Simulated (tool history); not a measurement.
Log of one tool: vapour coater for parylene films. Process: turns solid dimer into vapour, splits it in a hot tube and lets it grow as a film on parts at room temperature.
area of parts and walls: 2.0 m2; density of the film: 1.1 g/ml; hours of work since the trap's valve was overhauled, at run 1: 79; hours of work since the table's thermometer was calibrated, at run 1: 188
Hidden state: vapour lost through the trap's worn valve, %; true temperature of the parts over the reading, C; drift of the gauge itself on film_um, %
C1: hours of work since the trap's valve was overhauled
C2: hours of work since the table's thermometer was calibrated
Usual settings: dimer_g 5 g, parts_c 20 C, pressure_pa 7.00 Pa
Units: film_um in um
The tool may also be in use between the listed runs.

Run 1, day 0.000: usual settings; C1 79; C2 188. Result: film_um 1.52 um.
Run 2, day 0.446: usual settings; C1 84; C2 193. Result: film_um 1.53 um.
Run 3, day 0.842: usual settings; C1 88; C2 197. Result: film_um 1.51 um.
Run 4, day 1.350: usual settings; C1 94; C2 203. Result: film_um 1.52 um.
Run 5, day 1.858: usual settings; C1 100; C2 209. Result: film_um 1.56 um.
Run 6, day 2.300: usual settings but pressure_pa 5.58 Pa; C1 105; C2 214. Result: film_um 1.60 um.
Run 7, day 2.804: usual settings but pressure_pa 3.35 Pa; C1 111; C2 220. Result: film_um 1.77 um.
Run 8, day 3.375: usual settings; C1 117; C2 226. Result: film_um 1.51 um.
Run 9, day 3.829: usual settings; C1 122; C2 231. Result: film_um 1.51 um.
Run 10, day 4.183: usual settings; C1 126; C2 235. Result: film_um 1.52 um.
At day 4.288: table's thermometer calibrated.
Run 11, day 4.717: usual settings but parts_c 22 C; C1 132; C2 5. Result: film_um 1.42 um.
Run 12, day 5.162: usual settings but parts_c 15 C, pressure_pa 3.57 Pa; C1 137; C2 10. Result: film_um 2.07 um.
Run 13, day 5.762: usual settings but dimer_g 3 g, pressure_pa 11.46 Pa; C1 144; C2 17. Result: film_um 0.81 um.
At day 5.838: table's thermometer calibrated, once more.
Run 14, day 6.112: usual settings but dimer_g 2 g, pressure_pa 7.26 Pa; C1 147; C2 3. Result: film_um 0.62 um.
Run 15, day 6.504: usual settings but parts_c 17 C, pressure_pa 7.26 Pa; C1 152; C2 8. Result: film_um 1.69 um.
Run 16, day 6.879: usual settings but dimer_g 7 g, parts_c 27 C, pressure_pa 2.55 Pa; C1 156; C2 12. Result: film_um 2.05 um.
Run 17, day 7.329: usual settings but dimer_g 4 g, parts_c 24 C, pressure_pa 2.55 Pa; C1 161; C2 17. Result: film_um 1.32 um.
Run 18, day 7.925: usual settings but dimer_g 4 g, parts_c 24 C, pressure_pa 3.41 Pa; C1 168; C2 24. Result: film_um 1.21 um.
Run 19, day 8.225: usual settings but dimer_g 4 g, parts_c 28 C, pressure_pa 2.33 Pa; C1 171; C2 27. Result: film_um 1.17 um.
Run 20, day 8.796: usual settings but dimer_g 4 g, parts_c 28 C, pressure_pa 3.10 Pa; C1 178; C2 34. Result: film_um 1.08 um.
Run 21, day 9.496: usual settings but dimer_g 4 g, parts_c 28 C, pressure_pa 3.10 Pa; C1 186; C2 42. Result: film_um 1.10 um.

4 ways to go on from here, each from the tool as it stands after run 21. What would each give?
Run A, day 10.138: usual settings but dimer_g 4 g, parts_c 19 C, pressure_pa 3.57 Pa; C1 193; C2 49. Result: film_um ?.
Run B, day 10.138: usual settings but dimer_g 3 g, parts_c 16 C, pressure_pa 3.08 Pa; C1 193; C2 49. Result: film_um ?.
Run C, day 10.138: usual settings but dimer_g 4 g, parts_c 13 C, pressure_pa 3.68 Pa; C1 193; C2 49. Result: film_um ?.
Run D, day 10.138: usual settings but dimer_g 2 g, parts_c 15 C, pressure_pa 11.97 Pa; C1 193; C2 49. Result: film_um ?.

run  film_um
  A     1.46
  B     1.23
  C     1.73
  D     0.66
Without the tool's hidden state the same runs would have given:
run  film_um
  A     1.51
  B     1.27
  C     1.79
  D     0.68

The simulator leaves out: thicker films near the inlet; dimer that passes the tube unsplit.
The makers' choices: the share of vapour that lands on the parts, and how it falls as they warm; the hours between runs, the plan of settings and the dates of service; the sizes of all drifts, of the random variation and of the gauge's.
